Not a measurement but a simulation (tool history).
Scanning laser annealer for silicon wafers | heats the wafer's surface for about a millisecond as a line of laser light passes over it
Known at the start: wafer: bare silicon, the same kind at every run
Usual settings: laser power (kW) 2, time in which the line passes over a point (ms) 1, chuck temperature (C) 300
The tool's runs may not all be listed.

run    day  laser power (kW)  time in which the line passes over a point (ms)  chuck temperature (C)  highest temperature of the surface (C)
  1      0                 2                                                1                    300                                    1125
  2  0.367                 2                                                1                    300                                    1123
  3  0.779                 2                                                1                    300                                    1122
  4  0.962                 2                                                1                    300                                    1118
  5  1.288                 2                                             0.77                    300                                    1013
  6  1.662                 2                                                1                    267                                    1085
  7  2.033                 2                                                1                    267                                    1085
     2.275  -- optics aligned, line set to its width
  8   2.55                 2                                                1                    267                                    1088
  9  2.892                 2                                                1                    300                                    1120
     3.317  -- optics aligned, line set to its width, once more
 10  3.371             1.821                                                1                    300                                    1050
 11  3.546             2.173                                             1.15                    300                                    1265
 12  3.946             1.988                                             1.21                    312                                    1222
 13  4.179             1.988                                             1.21                    312                                    1221
 14  4.362             1.988                                             1.03                    312                                    1141
 15  4.629             1.988                                             1.03                    312                                    1140
 16  4.908             2.028                                              1.1                    300                                    1178
 17  5.188             2.028                                              1.1                    300                                    1177

Run 18 has not been measured yet. What should we expect?
 18  5.442             2.028                                              1.1                    300                                       ?

highest temperature of the surface (C): 1178
Had the tool carried no hidden state, the very same run would have given highest temperature of the surface (C) 1205.

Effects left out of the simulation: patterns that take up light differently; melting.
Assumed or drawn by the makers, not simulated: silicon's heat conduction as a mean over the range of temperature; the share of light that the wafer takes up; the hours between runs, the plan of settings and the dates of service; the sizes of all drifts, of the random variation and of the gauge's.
